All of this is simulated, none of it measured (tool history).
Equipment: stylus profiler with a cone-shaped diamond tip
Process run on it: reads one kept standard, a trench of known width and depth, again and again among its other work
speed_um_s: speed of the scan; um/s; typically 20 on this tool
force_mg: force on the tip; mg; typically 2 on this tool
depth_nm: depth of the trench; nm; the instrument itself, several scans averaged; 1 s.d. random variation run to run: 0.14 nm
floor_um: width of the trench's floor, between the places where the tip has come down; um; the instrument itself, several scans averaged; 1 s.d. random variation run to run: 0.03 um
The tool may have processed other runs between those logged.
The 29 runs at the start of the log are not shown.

{"run": 30, "day": 22.65, "speed_um_s": 41, "force_mg": 4.86, "depth_nm": 510.87, "floor_um": 45.16}
{"run": 31, "day": 23.604, "speed_um_s": 21, "force_mg": 2.08, "depth_nm": 506.14, "floor_um": 45.21}
{"run": 32, "day": 24.529, "speed_um_s": 34, "force_mg": 2.08, "depth_nm": 506.12, "floor_um": 45.06}
{"run": 33, "day": 25.421, "speed_um_s": 36, "force_mg": 5.89, "depth_nm": 512.65, "floor_um": 45.18}
{"run": 34, "day": 26.562, "speed_um_s": 79, "force_mg": 1.67, "depth_nm": 504.97, "floor_um": 44.75}
{"run": 35, "day": 27.679, "speed_um_s": 13, "force_mg": 4.68, "depth_nm": 510.38, "floor_um": 45.2}
{"run": 36, "day": 28.692, "speed_um_s": 20, "force_mg": 4.1, "depth_nm": 509.73, "floor_um": 45.17}
{"run": 37, "day": 29.354, "speed_um_s": 20, "force_mg": 4.1, "depth_nm": 509.61, "floor_um": 45.16}
{"run": 38, "day": 30.375, "speed_um_s": 61, "force_mg": 1.61, "depth_nm": 504.83, "floor_um": 44.81}
{"run": 39, "day": 31.146, "speed_um_s": 35, "force_mg": 1.41, "depth_nm": 504.64, "floor_um": 44.95}
{"run": 40, "day": 32.088, "speed_um_s": 35, "force_mg": 1.41, "depth_nm": 504.42, "floor_um": 44.96}
{"run": 41, "day": 32.675, "speed_um_s": 8, "force_mg": 2.21, "depth_nm": 506.1, "floor_um": 45.12}
{"run": 42, "day": 33.771, "speed_um_s": 20, "force_mg": 5.1, "depth_nm": 511.39, "floor_um": 45.12}
{"run": 43, "day": 34.904, "speed_um_s": 20, "force_mg": 5.08, "depth_nm": 510.86, "floor_um": 45.09}
{"run": 44, "day": 35.938, "speed_um_s": 20, "force_mg": 5.08, "depth_nm": 511.02, "floor_um": 45.03}
{"run": 45, "day": 36.521, "speed_um_s": 74, "force_mg": 0.96, "depth_nm": 503.05, "floor_um": 44.56}
{"run": 46, "day": 37.367, "speed_um_s": 74, "force_mg": 3.4, "depth_nm": 508.31, "floor_um": 44.77}

5 options for the next run, each taken on its own from the tool as it stands now. Forecast them:
{"run": "A", "day": 38.012, "speed_um_s": 41, "force_mg": 1.6, "depth_nm": "?", "floor_um": "?"}
{"run": "B", "day": 38.012, "speed_um_s": 14, "force_mg": 3.17, "depth_nm": "?", "floor_um": "?"}
{"run": "C", "day": 38.012, "speed_um_s": 20, "force_mg": 0.69, "depth_nm": "?", "floor_um": "?"}
{"run": "D", "day": 38.012, "speed_um_s": 12, "force_mg": 3.16, "depth_nm": "?", "floor_um": "?"}
{"run": "E", "day": 38.012, "speed_um_s": 8, "force_mg": 3.4, "depth_nm": "?", "floor_um": "?"}

run=A depth_nm=504.78 floor_um=44.87
run=B depth_nm=508.06 floor_um=45.02
run=C depth_nm=502.3 floor_um=44.87
run=D depth_nm=507.9 floor_um=45.03
run=E depth_nm=508.13 floor_um=45.09
With no hidden state in the tool, these same runs would have given:
run=A depth_nm=505.44 floor_um=45.41
run=B depth_nm=508.73 floor_um=45.55
run=C depth_nm=502.95 floor_um=45.41
run=D depth_nm=508.56 floor_um=45.56
run=E depth_nm=508.8 floor_um=45.62
